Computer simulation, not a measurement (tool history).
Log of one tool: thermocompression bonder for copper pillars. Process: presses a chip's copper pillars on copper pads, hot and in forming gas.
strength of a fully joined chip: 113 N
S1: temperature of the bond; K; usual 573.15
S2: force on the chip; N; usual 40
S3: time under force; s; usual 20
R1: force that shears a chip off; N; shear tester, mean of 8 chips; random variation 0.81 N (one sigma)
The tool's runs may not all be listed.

run,hour,S1,S2,S3,R1
1,0.0,573.15,40,20,60.7
2,17.2,586.15,40,20,70.6
3,33.4,573.15,40,28,65.7
4,46.7,573.15,40,28,67.3
5,66.2,573.15,40,28,66.1
6,85.3,573.15,40,28,66.7
7,96.4,573.15,40,28,65.9
8,113.0,573.15,40,28,64.9
9,124.4,555.15,46,14,43.4
10,135.3,545.15,46,53,61.2
# hour 138.9: forming gas filter changed
11,146.7,545.15,46,54,67.3
12,157.3,545.15,45,42,60.5
13,175.3,545.15,45,42,59.3
14,189.9,545.15,45,42,60.0
15,200.9,545.15,45,42,59.6

Hidden state or all else? Some run-to-run changes of R1, split into what the settings, what came in and random variation would give without the hidden state, and what is left for the hidden state (with any gauge scatter that isn't in both results):
The hidden state here: true temperature of the bond over the reading, C; force that reaches the chip, % of what is set; oxide that the forming gas leaves, % of the face; drift of the gauge itself on shear_n, %.
Run 8 -> 9: S1 573.15 -> 555.15, S2 40 -> 46, S3 28 -> 14. R1 -21.5 N: hidden state +1.8, all else -23.3.
Run 10 -> 11: S3 53 -> 54, forming gas filter changed. R1 +6.1 N: hidden state +6.0, all else +0.1.

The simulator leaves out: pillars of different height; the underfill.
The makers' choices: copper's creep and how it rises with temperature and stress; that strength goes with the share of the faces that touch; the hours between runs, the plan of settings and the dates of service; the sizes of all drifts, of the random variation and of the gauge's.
